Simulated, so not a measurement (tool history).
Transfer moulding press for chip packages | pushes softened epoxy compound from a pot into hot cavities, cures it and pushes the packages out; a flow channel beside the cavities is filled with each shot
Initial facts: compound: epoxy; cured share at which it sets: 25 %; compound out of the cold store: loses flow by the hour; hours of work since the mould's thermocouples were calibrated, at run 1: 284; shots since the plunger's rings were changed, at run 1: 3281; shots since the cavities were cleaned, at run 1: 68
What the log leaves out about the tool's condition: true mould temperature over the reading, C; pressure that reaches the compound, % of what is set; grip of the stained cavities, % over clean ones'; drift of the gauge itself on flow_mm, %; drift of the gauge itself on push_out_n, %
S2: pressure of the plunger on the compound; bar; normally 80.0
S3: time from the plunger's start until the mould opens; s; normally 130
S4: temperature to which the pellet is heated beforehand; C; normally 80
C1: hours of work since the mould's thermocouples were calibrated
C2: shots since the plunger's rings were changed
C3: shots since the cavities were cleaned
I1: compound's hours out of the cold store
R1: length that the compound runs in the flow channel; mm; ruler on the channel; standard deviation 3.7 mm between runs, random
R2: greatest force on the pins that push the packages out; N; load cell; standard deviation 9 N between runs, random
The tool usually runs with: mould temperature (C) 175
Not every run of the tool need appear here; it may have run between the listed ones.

Run 1, hour 0.0: usual settings; C1 284; C2 3281; C3 68; I1 22.4. Result: R1 575 mm, R2 480 N.
Run 2, hour 32.1: usual settings; C1 306; C2 3621; C3 408; I1 10.4. Result: R1 628 mm, R2 722 N.
At hour 51.5: plunger's sealing rings changed.
At hour 88.6: mould's thermocouples calibrated.
Run 3, hour 96.1: usual settings; C1 5; C2 451; C3 1038; I1 34.0. Result: R1 541 mm, R2 850 N.
At hour 103.4: cavities cleaned with cleaning compound and waxed.
Run 4, hour 131.5: usual settings but S4 77 C; C1 29; C2 810; C3 298; I1 19.9. Result: R1 611 mm, R2 625 N.
Run 5, hour 163.7: usual settings but mould temperature (C) 174, S4 77 C; C1 51; C2 1150; C3 638; I1 24.7. Result: R1 576 mm, R2 830 N.
At hour 185.5: mould's thermocouples calibrated, once more.
At hour 211.9: cavities cleaned with cleaning compound and waxed.
Run 6, hour 227.9: usual settings but mould temperature (C) 177; C1 28; C2 1793; C3 169; I1 15.8. Result: R1 612 mm, R2 479 N.
Run 7, hour 289.1: usual settings but mould temperature (C) 177; C1 71; C2 2442; C3 818; I1 42.3. Result: R1 481 mm, R2 730 N.
At hour 317.7: cavities cleaned with cleaning compound and waxed.
Run 8, hour 332.9: usual settings; C1 100; C2 2890; C3 161; I1 42.8. Result: R1 475 mm, R2 514 N.
Run 9, hour 392.0: usual settings; C1 141; C2 3515; C3 786; I1 23.6. Result: R1 557 mm, R2 798 N.
At hour 419.9: plunger's sealing rings changed.
At hour 426.2: cavities cleaned with cleaning compound and waxed.
Run 10, hour 431.5: usual settings but S3 145 s; C1 165; C2 107; C3 56; I1 27.9. Result: R1 571 mm, R2 401 N.
Run 11, hour 476.0: usual settings but S2 70.5 bar; C1 196; C2 579; C3 528; I1 33.4. Result: R1 501 mm, R2 728 N.
Run 12, hour 522.2: usual settings but S2 70.5 bar; C1 228; C2 1068; C3 1017; I1 14.5. Result: R1 599 mm, R2 877 N.
At hour 532.5: cavities cleaned with cleaning compound and waxed.
Run 13, hour 578.5: usual settings but mould temperature (C) 174; C1 266; C2 1648; C3 488; I1 31.9. Result: R1 537 mm, R2 739 N.
At hour 636.7: cavities cleaned with cleaning compound and waxed.
Run 14, hour 636.7: usual settings but mould temperature (C) 178, S2 94.8 bar, S3 115 s, S4 83 C; C1 305; C2 2248; C3 0; I1 22.2. Result: R1 622 mm, R2 407 N.
Run 15, hour 672.4: usual settings but S2 63.8 bar; C1 329; C2 2626; C3 378; I1 38.8. Result: R1 443 mm, R2 621 N.
At hour 693.9: mould's thermocouples calibrated.
Run 16, hour 710.0: usual settings but S2 63.8 bar; C1 11; C2 3003; C3 755; I1 25.9. Result: R1 491 mm, R2 768 N.
At hour 742.0: cavities cleaned with cleaning compound and waxed.
Run 17, hour 770.2: usual settings but mould temperature (C) 182, S2 63.8 bar, S4 72 C; C1 52; C2 3625; C3 299; I1 8.5. Result: R1 550 mm, R2 534 N.
At hour 789.7: plunger's sealing rings changed.
Run 18, hour 835.4: usual settings but mould temperature (C) 176, S2 90.8 bar, S3 157 s, S4 78 C; C1 95; C2 484; C3 963; I1 30.8. Result: R1 592 mm, R2 704 N.
At hour 849.3: cavities cleaned with cleaning compound and waxed.
Run 19, hour 875.3: usual settings but mould temperature (C) 168, S2 74.9 bar, S3 133 s, S4 79 C; C1 122; C2 890; C3 276; I1 30.2. Result: R1 543 mm, R2 880 N.
Run 20, hour 935.8: usual settings but mould temperature (C) 168, S2 74.9 bar, S3 133 s, S4 79 C; C1 163; C2 1531; C3 917; I1 11.1. Result: R1 642 mm, R2 1400 N.
At hour 952.7: cavities cleaned with cleaning compound and waxed.
Run 21, hour 986.9: usual settings but mould temperature (C) 182, S2 74.9 bar, S3 133 s, S4 75 C; C1 198; C2 2056; C3 362; I1 41.4. Result: R1 460 mm, R2 548 N.
Run 22, hour 1014.8: usual settings but mould temperature (C) 169, S2 74.9 bar, S3 117 s, S4 75 C; C1 217; C2 2351; C3 657; I1 16.1. Result: R1 597 mm, R2 1552 N.
At hour 1055.8: cavities cleaned with cleaning compound and waxed.
Run 23, hour 1078.0: usual settings but mould temperature (C) 178, S2 85.4 bar, S3 135 s, S4 72 C; C1 260; C2 3005; C3 235; I1 37.8. Result: R1 507 mm, R2 521 N.
Run 24, hour 1106.3: usual settings but S2 82.1 bar, S3 127 s; C1 279; C2 3304; C3 534; I1 42.3. Result: R1 478 mm, R2 711 N.
At hour 1155.9: plunger's sealing rings changed.
At hour 1162.7: cavities cleaned with cleaning compound and waxed.
Run 25, hour 1168.7: usual settings but S2 67.4 bar; C1 319; C2 120; C3 64; I1 33.3. Result: R1 493 mm, R2 447 N.
At hour 1203.8: mould's thermocouples calibrated.
Run 26, hour 1227.9: usual settings but mould temperature (C) 168, S2 61.4 bar, S3 131 s, S4 75 C; C1 17; C2 725; C3 669; I1 21.2. Result: R1 537 mm, R2 1272 N.

Here are 5 independent what-if runs from the current tool condition. What would each one return?
At hour 1268.7: cavities cleaned with cleaning compound and waxed.
Run A, hour 1277.2: usual settings but S2 61.0 bar, S3 125 s; C1 50; C2 1231; C3 89; I1 43.3. Result: R1 ?, R2 ?.
At hour 1268.7: cavities cleaned with cleaning compound and waxed.
Run B, hour 1277.2: usual settings but S2 84.7 bar, S4 73 C; C1 50; C2 1231; C3 89; I1 38.6. Result: R1 ?, R2 ?.
At hour 1268.7: cavities cleaned with cleaning compound and waxed.
Run C, hour 1277.2: usual settings but mould temperature (C) 168, S2 78.8 bar, S3 123 s, S4 75 C; C1 50; C2 1231; C3 89; I1 38.8. Result: R1 ?, R2 ?.
At hour 1268.7: cavities cleaned with cleaning compound and waxed.
Run D, hour 1277.2: usual settings but mould temperature (C) 182, S2 68.6 bar, S3 149 s, S4 75 C; C1 50; C2 1231; C3 89; I1 23.0. Result: R1 ?, R2 ?.
At hour 1268.7: cavities cleaned with cleaning compound and waxed.
Run E, hour 1277.2: usual settings but mould temperature (C) 177, S2 70.7 bar, S3 147 s; C1 50; C2 1231; C3 89; I1 32.7. Result: R1 ?, R2 ?.

run   R1   R2
  A  430  517
  B  517  494
  C  513  864
  D  520  414
  E  500  419
With the hidden condition removed and each run's random variation left untouched, the same runs would have given:
run   R1   R2
  A  440  424
  B  529  405
  C  526  711
  D  533  339
  E  512  343
